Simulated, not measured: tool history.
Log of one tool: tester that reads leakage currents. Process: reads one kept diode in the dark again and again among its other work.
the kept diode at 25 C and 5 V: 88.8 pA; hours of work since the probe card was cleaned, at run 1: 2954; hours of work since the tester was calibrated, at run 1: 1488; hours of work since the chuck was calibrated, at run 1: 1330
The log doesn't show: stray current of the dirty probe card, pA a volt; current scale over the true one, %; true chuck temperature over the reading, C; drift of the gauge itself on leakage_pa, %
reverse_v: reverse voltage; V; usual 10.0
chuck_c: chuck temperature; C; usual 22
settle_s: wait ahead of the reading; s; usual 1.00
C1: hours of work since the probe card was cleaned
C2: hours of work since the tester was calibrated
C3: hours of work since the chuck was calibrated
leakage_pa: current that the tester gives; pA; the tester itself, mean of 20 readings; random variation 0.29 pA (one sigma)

{"run": 1, "hour": 0.0, "reverse_v": 10.0, "chuck_c": 22, "settle_s": 1.0, "C1": 2954, "C2": 1488, "C3": 1330, "leakage_pa": 117.25}
{"run": 2, "hour": 112.0, "reverse_v": 10.0, "chuck_c": 22, "settle_s": 1.0, "C1": 3017, "C2": 1551, "C3": 1393, "leakage_pa": 119.33}
{"run": 3, "hour": 347.1, "reverse_v": 4.1, "chuck_c": 22, "settle_s": 1.0, "C1": 3149, "C2": 1684, "C3": 1526, "leakage_pa": 75.28}
{"run": 4, "hour": 498.3, "reverse_v": 4.1, "chuck_c": 22, "settle_s": 1.0, "C1": 3234, "C2": 1769, "C3": 1611, "leakage_pa": 76.23}
{"run": 5, "hour": 722.7, "reverse_v": 10.0, "chuck_c": 22, "settle_s": 1.0, "C1": 3361, "C2": 1895, "C3": 1737, "leakage_pa": 122.59}
{"run": 6, "hour": 835.6, "reverse_v": 10.0, "chuck_c": 22, "settle_s": 0.5, "C1": 3424, "C2": 1959, "C3": 1801, "leakage_pa": 124.8}
{"hour": 947.9, "done": "probe card cleaned and baked"}
{"run": 7, "hour": 947.9, "reverse_v": 10.0, "chuck_c": 22, "settle_s": 0.5, "C1": 0, "C2": 2020, "C3": 1862, "leakage_pa": 111.42}
{"run": 8, "hour": 1150.6, "reverse_v": 10.0, "chuck_c": 22, "settle_s": 1.0, "C1": 114, "C2": 2134, "C3": 1976, "leakage_pa": 111.43}
{"run": 9, "hour": 1297.9, "reverse_v": 9.0, "chuck_c": 22, "settle_s": 1.0, "C1": 197, "C2": 2217, "C3": 2059, "leakage_pa": 107.55}
{"run": 10, "hour": 1526.9, "reverse_v": 9.0, "chuck_c": 22, "settle_s": 1.0, "C1": 326, "C2": 2346, "C3": 2188, "leakage_pa": 108.94}
{"run": 11, "hour": 1687.3, "reverse_v": 9.0, "chuck_c": 22, "settle_s": 1.0, "C1": 416, "C2": 2436, "C3": 2278, "leakage_pa": 110.12}
{"run": 12, "hour": 1904.8, "reverse_v": 10.0, "chuck_c": 22, "settle_s": 1.0, "C1": 539, "C2": 2559, "C3": 2401, "leakage_pa": 117.09}
{"hour": 2033.2, "done": "chuck's temperature calibrated"}
{"run": 13, "hour": 2049.9, "reverse_v": 10.0, "chuck_c": 22, "settle_s": 1.0, "C1": 619, "C2": 2639, "C3": 9, "leakage_pa": 99.15}
{"run": 14, "hour": 2206.2, "reverse_v": 10.0, "chuck_c": 22, "settle_s": 0.43, "C1": 707, "C2": 2727, "C3": 97, "leakage_pa": 101.17}
{"run": 15, "hour": 2323.9, "reverse_v": 8.8, "chuck_c": 22, "settle_s": 0.43, "C1": 773, "C2": 2794, "C3": 164, "leakage_pa": 95.35}
{"run": 16, "hour": 2551.1, "reverse_v": 8.8, "chuck_c": 26, "settle_s": 0.43, "C1": 901, "C2": 2922, "C3": 292, "leakage_pa": 136.28}
{"run": 17, "hour": 2707.9, "reverse_v": 6.8, "chuck_c": 26, "settle_s": 0.43, "C1": 990, "C2": 3010, "C3": 380, "leakage_pa": 120.54}
{"run": 18, "hour": 2805.7, "reverse_v": 6.8, "chuck_c": 26, "settle_s": 0.43, "C1": 1045, "C2": 3065, "C3": 435, "leakage_pa": 121.34}
{"run": 19, "hour": 2998.4, "reverse_v": 10.0, "chuck_c": 30, "settle_s": 1.0, "C1": 1153, "C2": 3173, "C3": 543, "leakage_pa": 205.18}
{"run": 20, "hour": 3202.2, "reverse_v": 10.0, "chuck_c": 22, "settle_s": 1.0, "C1": 1268, "C2": 3288, "C3": 658, "leakage_pa": 106.55}
{"run": 21, "hour": 3307.7, "reverse_v": 10.0, "chuck_c": 21, "settle_s": 1.0, "C1": 1327, "C2": 3347, "C3": 717, "leakage_pa": 98.68}
{"run": 22, "hour": 3510.8, "reverse_v": 2.6, "chuck_c": 57, "settle_s": 1.06, "C1": 1442, "C2": 3462, "C3": 832, "leakage_pa": 888.79}
{"run": 23, "hour": 3637.2, "reverse_v": 13.7, "chuck_c": 32, "settle_s": 1.06, "C1": 1513, "C2": 3533, "C3": 903, "leakage_pa": 293.8}
{"run": 24, "hour": 3841.0, "reverse_v": 10.0, "chuck_c": 22, "settle_s": 1.69, "C1": 1627, "C2": 3648, "C3": 1018, "leakage_pa": 110.04}
{"run": 25, "hour": 3990.7, "reverse_v": 10.0, "chuck_c": 22, "settle_s": 1.69, "C1": 1712, "C2": 3732, "C3": 1102, "leakage_pa": 111.65}
{"run": 26, "hour": 4232.0, "reverse_v": 10.0, "chuck_c": 22, "settle_s": 1.69, "C1": 1848, "C2": 3868, "C3": 1238, "leakage_pa": 113.22}
{"run": 27, "hour": 4418.0, "reverse_v": 10.0, "chuck_c": 23, "settle_s": 0.33, "C1": 1952, "C2": 3972, "C3": 1342, "leakage_pa": 127.29}
{"run": 28, "hour": 4593.8, "reverse_v": 9.5, "chuck_c": 48, "settle_s": 6.87, "C1": 2051, "C2": 4071, "C3": 1441, "leakage_pa": 896.36}
{"run": 29, "hour": 4826.5, "reverse_v": 9.5, "chuck_c": 48, "settle_s": 6.87, "C1": 2182, "C2": 4202, "C3": 1572, "leakage_pa": 900.11}
{"run": 30, "hour": 5004.3, "reverse_v": 1.4, "chuck_c": 59, "settle_s": 1.0, "C1": 2282, "C2": 4302, "C3": 1672, "leakage_pa": 810.84}
{"run": 31, "hour": 5126.9, "reverse_v": 1.5, "chuck_c": 22, "settle_s": 9.6, "C1": 2351, "C2": 4371, "C3": 1741, "leakage_pa": 46.25}
{"run": 32, "hour": 5292.5, "reverse_v": 1.5, "chuck_c": 22, "settle_s": 9.6, "C1": 2444, "C2": 4465, "C3": 1835, "leakage_pa": 46.67}
{"run": 33, "hour": 5500.7, "reverse_v": 1.4, "chuck_c": 22, "settle_s": 0.88, "C1": 2562, "C2": 4582, "C3": 1952, "leakage_pa": 45.52}
{"run": 34, "hour": 5643.8, "reverse_v": 1.4, "chuck_c": 22, "settle_s": 0.88, "C1": 2642, "C2": 4662, "C3": 2032, "leakage_pa": 46.0}
{"run": 35, "hour": 5843.7, "reverse_v": 1.4, "chuck_c": 44, "settle_s": 0.89, "C1": 2755, "C2": 4775, "C3": 2145, "leakage_pa": 278.93}
{"run": 36, "hour": 5976.5, "reverse_v": 16.8, "chuck_c": 24, "settle_s": 3.16, "C1": 2830, "C2": 4850, "C3": 2220, "leakage_pa": 193.59}
{"hour": 5992.0, "done": "tester calibrated"}
{"run": 37, "hour": 6144.8, "reverse_v": 16.8, "chuck_c": 24, "settle_s": 3.16, "C1": 2923, "C2": 86, "C3": 2313, "leakage_pa": 193.81}
{"run": 38, "hour": 6378.3, "reverse_v": 6.5, "chuck_c": 45, "settle_s": 0.95, "C1": 3055, "C2": 217, "C3": 2445, "leakage_pa": 631.42}
{"hour": 6424.3, "done": "chuck's temperature calibrated"}
{"run": 39, "hour": 6580.2, "reverse_v": 10.2, "chuck_c": 41, "settle_s": 1.78, "C1": 3167, "C2": 330, "C3": 88, "leakage_pa": 488.56}
{"run": 40, "hour": 6739.2, "reverse_v": 1.4, "chuck_c": 42, "settle_s": 1.67, "C1": 3257, "C2": 419, "C3": 177, "leakage_pa": 205.49}

Forecast each of these 4 alternatives for the next run:
{"run": "A", "hour": 6934.5, "reverse_v": 1.3, "chuck_c": 22, "settle_s": 1.0, "C1": 3367, "C2": 529, "C3": 287, "leakage_pa": "?"}
{"run": "B", "hour": 6934.5, "reverse_v": 8.4, "chuck_c": 44, "settle_s": 1.84, "C1": 3367, "C2": 529, "C3": 287, "leakage_pa": "?"}
{"run": "C", "hour": 6934.5, "reverse_v": 4.7, "chuck_c": 32, "settle_s": 1.57, "C1": 3367, "C2": 529, "C3": 287, "leakage_pa": "?"}
{"run": "D", "hour": 6934.5, "reverse_v": 13.8, "chuck_c": 31, "settle_s": 5.27, "C1": 3367, "C2": 529, "C3": 287, "leakage_pa": "?"}

run=A leakage_pa=38.49
run=B leakage_pa=569.94
run=C leakage_pa=167.79
run=D leakage_pa=263.97
Without the tool's hidden state the same runs would have given:
run=A leakage_pa=36.10
run=B leakage_pa=550.27
run=C leakage_pa=158.81
run=D leakage_pa=241.31

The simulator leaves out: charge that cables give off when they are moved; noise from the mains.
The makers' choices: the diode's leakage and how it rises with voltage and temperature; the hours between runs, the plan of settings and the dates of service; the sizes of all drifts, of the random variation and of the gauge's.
